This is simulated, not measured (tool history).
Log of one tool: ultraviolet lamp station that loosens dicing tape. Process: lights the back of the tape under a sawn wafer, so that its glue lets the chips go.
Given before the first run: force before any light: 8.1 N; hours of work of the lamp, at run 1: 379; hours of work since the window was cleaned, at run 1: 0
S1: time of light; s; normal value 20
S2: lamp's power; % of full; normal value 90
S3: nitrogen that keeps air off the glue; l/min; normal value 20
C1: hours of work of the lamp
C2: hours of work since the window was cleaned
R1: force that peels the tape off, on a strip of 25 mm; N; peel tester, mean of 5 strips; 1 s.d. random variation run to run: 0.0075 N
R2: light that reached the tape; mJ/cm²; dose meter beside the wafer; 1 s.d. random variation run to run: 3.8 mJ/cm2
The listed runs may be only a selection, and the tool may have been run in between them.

run 1 hour=0 | S1=20 S2=90 S3=20 | C1=379 C2=0 | R1=0.328 R2=593
run 2 hour=24.6 | S1=20 S2=90 S3=20 | C1=395 C2=16 | R1=0.336 R2=594
run 3 hour=63.8 | S1=20 S2=90 S3=7 | C1=421 C2=42 | R1=0.88 R2=589
run 4 hour=103.7 | S1=11 S2=90 S3=20 | C1=447 C2=68 | R1=1.244 R2=322
run 5 hour=137.2 | S1=11 S2=90 S3=22 | C1=469 C2=89 | R1=1.159 R2=318
run 6 hour=176.1 | S1=11 S2=90 S3=22 | C1=494 C2=115 | R1=1.107 R2=314
run 7 hour=212 | S1=11 S2=62 S3=22 | C1=517 C2=138 | R1=2.132 R2=212
run 8 hour=245.5 | S1=11 S2=62 S3=22 | C1=539 C2=160 | R1=2.171 R2=211
run 9 hour=271 | S1=20 S2=90 S3=20 | C1=556 C2=177 | R1=0.374 R2=547
run 10 hour=299.4 | S1=20 S2=90 S3=20 | C1=574 C2=195 | R1=0.403 R2=553
run 11 hour=322.2 | S1=12 S2=90 S3=20 | C1=589 C2=210 | R1=1.158 R2=324
run 12 hour=346.7 | S1=12 S2=90 S3=20 | C1=605 C2=226 | R1=1.185 R2=328
run 13 hour=385.4 | S1=35 S2=90 S3=20 | C1=631 C2=251 | R1=0.178 R2=936
-- hour=416.9 window cleaned of glue's vapour
run 14 hour=423 | S1=19 S2=69 S3=29 | C1=655 C2=4 | R1=0.531 R2=415
run 15 hour=460.8 | S1=19 S2=69 S3=29 | C1=679 C2=29 | R1=0.563 R2=406
run 16 hour=479.7 | S1=24 S2=90 S3=6 | C1=692 C2=41 | R1=0.751 R2=674
run 17 hour=497.1 | S1=19 S2=90 S3=20 | C1=703 C2=52 | R1=0.442 R2=528
run 18 hour=520.6 | S1=11 S2=90 S3=8 | C1=718 C2=68 | R1=2.288 R2=302
run 19 hour=561.7 | S1=21 S2=90 S3=20 | C1=745 C2=94 | R1=0.373 R2=559
run 20 hour=603.5 | S1=15 S2=90 S3=20 | C1=772 C2=122 | R1=0.77 R2=395
run 21 hour=629.7 | S1=15 S2=90 S3=20 | C1=790 C2=139 | R1=0.784 R2=398
run 22 hour=651.1 | S1=15 S2=90 S3=20 | C1=804 C2=153 | R1=0.806 R2=393
run 23 hour=669 | S1=15 S2=61 S3=13 | C1=815 C2=164 | R1=2.059 R2=264
run 24 hour=707.6 | S1=24 S2=76 S3=20 | C1=840 C2=190 | R1=0.434 R2=524

What if the next run were any one of these 4? Each begins from the tool's condition after run 24:
run A hour=734.7 | S1=14 S2=81 S3=20 | C1=858 C2=207 | R1=? R2=?
run B hour=734.7 | S1=28 S2=90 S3=30 | C1=858 C2=207 | R1=? R2=?
run C hour=734.7 | S1=13 S2=90 S3=10 | C1=858 C2=207 | R1=? R2=?
run D hour=734.7 | S1=24 S2=76 S3=20 | C1=858 C2=207 | R1=? R2=?

run=A R1=1.146 R2=326
run=B R1=0.204 R2=723
run=C R1=1.808 R2=333
run=D R1=0.447 R2=521
What these runs would have given with no unlogged condition in the tool:
run=A R1=0.722 R2=413
run=B R1=0.175 R2=919
run=C R1=1.234 R2=423
run=D R1=0.275 R2=662
